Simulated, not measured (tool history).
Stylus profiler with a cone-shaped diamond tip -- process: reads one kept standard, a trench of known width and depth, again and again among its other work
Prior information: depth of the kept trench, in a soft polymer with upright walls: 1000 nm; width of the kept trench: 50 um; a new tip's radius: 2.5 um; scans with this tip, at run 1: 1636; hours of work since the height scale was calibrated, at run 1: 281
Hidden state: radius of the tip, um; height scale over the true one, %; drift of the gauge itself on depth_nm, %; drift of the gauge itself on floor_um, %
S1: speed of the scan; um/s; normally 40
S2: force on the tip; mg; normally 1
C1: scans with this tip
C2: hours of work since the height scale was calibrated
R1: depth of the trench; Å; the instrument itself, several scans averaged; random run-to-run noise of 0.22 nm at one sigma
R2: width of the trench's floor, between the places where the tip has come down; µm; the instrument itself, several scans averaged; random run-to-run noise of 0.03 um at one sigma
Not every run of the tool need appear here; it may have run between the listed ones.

run,hour,S1,S2,C1,C2,R1,R2
1,0,40,1,1636,281,10060.2,45.8
2,22,40,1,1716,295,10054.2,45.75
3,53.4,113,1,1830,315,10057.5,45.4
4,70.5,21,1,1893,325,10054.1,45.91
5,89.1,26,1,1960,337,10052.2,45.84
6,118.4,26,1,2067,355,10055,45.92
7,137.2,26,1,2135,367,10052,45.89
8,163,46,2.81,2229,383,10108.6,45.82
9,200.5,20,0.71,2365,407,10041.2,45.92
10,217.4,90,0.42,2427,417,10029.3,45.23

Consider 4 possible next runs. They are alternatives, not a sequence: every one starts from the tool as it was left by run 10. What does each give?
A,234,27,1.74,2487,428,?,?
B,234,31,1.8,2487,428,?,?
C,234,97,1.2,2487,428,?,?
D,234,45,0.78,2487,428,?,?

run,R1,R2
A,10076.2,45.91
B,10081.8,45.86
C,10060.6,45.5
D,10049.2,45.67
Had the tool no hidden state, the same runs would have come out as:
run,R1,R2
A,10076,45.92
B,10081.6,45.86
C,10060.5,45.5
D,10049.1,45.67
